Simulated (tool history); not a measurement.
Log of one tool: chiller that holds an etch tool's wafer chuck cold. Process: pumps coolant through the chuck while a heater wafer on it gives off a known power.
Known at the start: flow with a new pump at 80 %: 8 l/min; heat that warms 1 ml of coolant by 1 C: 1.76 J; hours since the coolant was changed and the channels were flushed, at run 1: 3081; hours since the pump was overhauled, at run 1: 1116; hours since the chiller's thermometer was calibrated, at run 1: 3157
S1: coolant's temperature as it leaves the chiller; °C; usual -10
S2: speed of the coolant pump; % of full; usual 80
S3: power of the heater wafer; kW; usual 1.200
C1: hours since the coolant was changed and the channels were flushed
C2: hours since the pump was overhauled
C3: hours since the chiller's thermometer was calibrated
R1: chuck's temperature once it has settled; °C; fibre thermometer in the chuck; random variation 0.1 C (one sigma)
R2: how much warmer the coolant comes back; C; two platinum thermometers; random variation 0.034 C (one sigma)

run	hour	S1	S2	S3	C1	C2	C3	R1	R2
1	0.0	-10	80	1.200	3081	1116	3157	0.5	5.28
2	31.1	-10	80	1.200	3112	1148	3188	0.8	5.16
3	55.5	-10	80	1.200	3136	1172	3212	0.6	5.18
4	102.8	-10	80	1.200	3183	1219	3260	0.6	5.28
5	159.8	-10	80	1.200	3240	1276	3317	0.7	5.20
6	190.8	-4	80	1.200	3271	1307	3348	6.5	5.25
7	232.4	-7	80	1.200	3313	1349	3389	3.8	5.24
8	255.3	-7	80	1.200	3336	1372	3412	3.7	5.25
9	294.8	-7	80	1.200	3375	1411	3452	3.9	5.26
10	320.8	-10	80	1.110	3401	1437	3478	0.0	4.90
11	358.7	-10	80	1.110	3439	1475	3515	-0.1	4.85
12	384.2	-10	80	1.200	3465	1501	3541	0.9	5.23
13	419.2	-10	80	1.200	3500	1536	3576	0.8	5.24
14	468.3	-10	80	1.200	3549	1585	3625	0.9	5.23
15	497.1	-7	91	0.889	3578	1614	3654	0.5	3.40

Forecast run 16:
16	533.5	-8	91	0.686	3614	1650	3690	?	?

{"run 16": {"R1": -2.3, "R2": 2.66}}
Without the tool's hidden state the same run would have given R1 -3.2 °C, R2 2.59 C.
